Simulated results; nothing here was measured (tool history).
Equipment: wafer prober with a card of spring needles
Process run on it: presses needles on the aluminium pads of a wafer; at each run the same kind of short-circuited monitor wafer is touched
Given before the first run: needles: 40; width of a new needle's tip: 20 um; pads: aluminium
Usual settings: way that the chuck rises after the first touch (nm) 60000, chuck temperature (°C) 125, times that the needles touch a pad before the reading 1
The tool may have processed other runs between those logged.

run    hour  way that the chuck rises after the first touch (nm)  chuck temperature (°C)  times that the needles touch a pad before the reading  resistance of one needle with its contact and lead (mohm)  way that a needle slides on the pad (nm)
  1     0.0                                                60000                     125                                                      1                                                        283                                     15898
       27.1  -- tips cleaned on abrasive film
       60.8  -- tips cleaned on abrasive film
  2    65.6                                                51000                     125                                                      1                                                        273                                     13453
       85.1  -- height of the first contact set anew
       96.3  -- tips cleaned on abrasive film
  3   114.3                                                51000                     125                                                      1                                                        348                                     13346
      131.8  -- tips cleaned on abrasive film
      169.2  -- tips cleaned on abrasive film
  4   194.1                                                51000                     125                                                      1                                                        392                                     13322
      208.8  -- tips cleaned on abrasive film
      233.4  -- height of the first contact set anew, once more
  5   237.0                                                42000                     125                                                      1                                                        475                                     11208
      243.3  -- tips cleaned on abrasive film
      281.0  -- tips cleaned on abrasive film
  6   294.1                                                60000                      30                                                      1                                                        288                                     15970
      316.8  -- tips cleaned on abrasive film
      354.5  -- tips cleaned on abrasive film
  7   361.5                                                60000                      30                                                      1                                                        252                                     15939
      388.8  -- tips cleaned on abrasive film
  8   406.3                                                60000                     125                                                      1                                                        303                                     15925
      423.5  -- tips cleaned on abrasive film
      463.6  -- tips cleaned on abrasive film
  9   488.2                                                60000                     125                                                      1                                                        332                                     15894
      499.6  -- tips cleaned on abrasive film
      523.3  -- height of the first contact set anew
      535.0  -- tips cleaned on abrasive film
 10   550.9                                                60000                     125                                                      1                                                        309                                     16000
      572.8  -- tips cleaned on abrasive film
      609.4  -- tips cleaned on abrasive film
 11   620.7                                                60000                     125                                                      1                                                        279                                     15983
      643.1  -- tips cleaned on abrasive film
 12   674.5                                                60000                     125                                                      1                                                        330                                     15960
      678.2  -- tips cleaned on abrasive film
      714.8  -- tips cleaned on abrasive film
      752.3  -- tips cleaned on abrasive film
 13   752.3                                                60000                     125                                                      2                                                        204                                     15910
      786.5  -- tips cleaned on abrasive film
      813.9  -- height of the first contact set anew
 14   813.9                                                74000                     125                                                      1                                                        287                                     19777
      821.1  -- tips cleaned on abrasive film
      854.8  -- tips cleaned on abrasive film
 15   862.0                                                49000                     125                                                      1                                                        286                                     13050
      893.7  -- tips cleaned on abrasive film
 16   924.9                                                74000                      50                                                      2                                                        246                                     19687
      929.6  -- tips cleaned on abrasive film
      965.4  -- tips cleaned on abrasive film
 17   967.9                                                45000                      29                                                      1                                                        253                                     11899
     1000.6  -- tips cleaned on abrasive film
 18  1020.9                                                75000                      37                                                      1                                                        261                                     19910
     1040.1  -- tips cleaned on abrasive film
     1074.0  -- tips cleaned on abrasive film
     1103.2  -- height of the first contact set anew
 19  1103.2                                                75000                      37                                                      1                                                        281                                     20019
     1108.9  -- tips cleaned on abrasive film
     1146.1  -- tips cleaned on abrasive film
     1180.3  -- tips cleaned on abrasive film
 20  1182.7                                                60000                     125                                                      1                                                        236                                     15972
     1218.9  -- tips cleaned on abrasive film
 21  1235.8                                                58000                     125                                                      1                                                        323                                     15402
     1254.1  -- tips cleaned on abrasive film
 22  1280.9                                                58000                     119                                                      2                                                        286                                     15388
     1292.5  -- tips cleaned on abrasive film
     1332.8  -- tips cleaned on abrasive film
 23  1350.8                                                58000                     119                                                      2                                                        269                                     15359
     1368.2  -- tips cleaned on abrasive film
     1392.5  -- height of the first contact set anew
     1404.9  -- tips cleaned on abrasive film
 24  1425.5                                                58000                     119                                                      2                                                        276                                     15457
     1441.6  -- tips cleaned on abrasive film
 25  1460.0                                                60000                      28                                                      1                                                        313                                     15978
     1477.4  -- tips cleaned on abrasive film
     1511.8  -- tips cleaned on abrasive film
 26  1515.7                                                63000                      27                                                      1                                                        225                                     16742
     1550.7  -- tips cleaned on abrasive film
 27  1577.9                                                60000                      71                                                      1                                                        346                                     15920
     1585.1  -- tips cleaned on abrasive film
 28  1615.1                                                60000                      71                                                      1                                                        348                                     15893
     1619.5  -- tips cleaned on abrasive film
     1653.8  -- tips cleaned on abrasive film
 29  1664.7                                                60000                      85                                                      1                                                        302                                     15855
     1682.5  -- height of the first contact set anew
     1688.5  -- tips cleaned on abrasive film
     1726.4  -- tips cleaned on abrasive film
 30  1733.8                                                60000                      31                                                      1                                                        258                                     15990

Run by run, hidden condition taken away, random variation retained:
Hidden state present: debris on the tips, nm; way that the needles fall short of the set height, um; tips' diameter, um; drift of the gauge itself on contact_mohm, %; drift of the gauge itself on scrub_um, %.
run  resistance of one needle with its contact and lead (mohm)  way that a needle slides on the pad (nm)
  1                                                        199                                     16016
  2                                                        207                                     13616
  3                                                        203                                     13610
  4                                                        205                                     13626
  5                                                        216                                     11208
  6                                                        177                                     16018
  7                                                        175                                     16022
  8                                                        198                                     16025
  9                                                        202                                     16036
 10                                                        197                                     16016
 11                                                        196                                     16030
 12                                                        196                                     16023
 13                                                        197                                     16034
 14                                                        194                                     19777
 15                                                        205                                     13101
 16                                                        177                                     19759
 17                                                        187                                     12013
 18                                                        172                                     20040
 19                                                        171                                     20019
 20                                                        200                                     16031
 21                                                        200                                     15483
 22                                                        196                                     15484
 23                                                        194                                     15499
 24                                                        199                                     15482
 25                                                        177                                     16021
 26                                                        176                                     16827
 27                                                        190                                     16027
 28                                                        186                                     16023
 29                                                        190                                     16028
 30                                                        176                                     16028
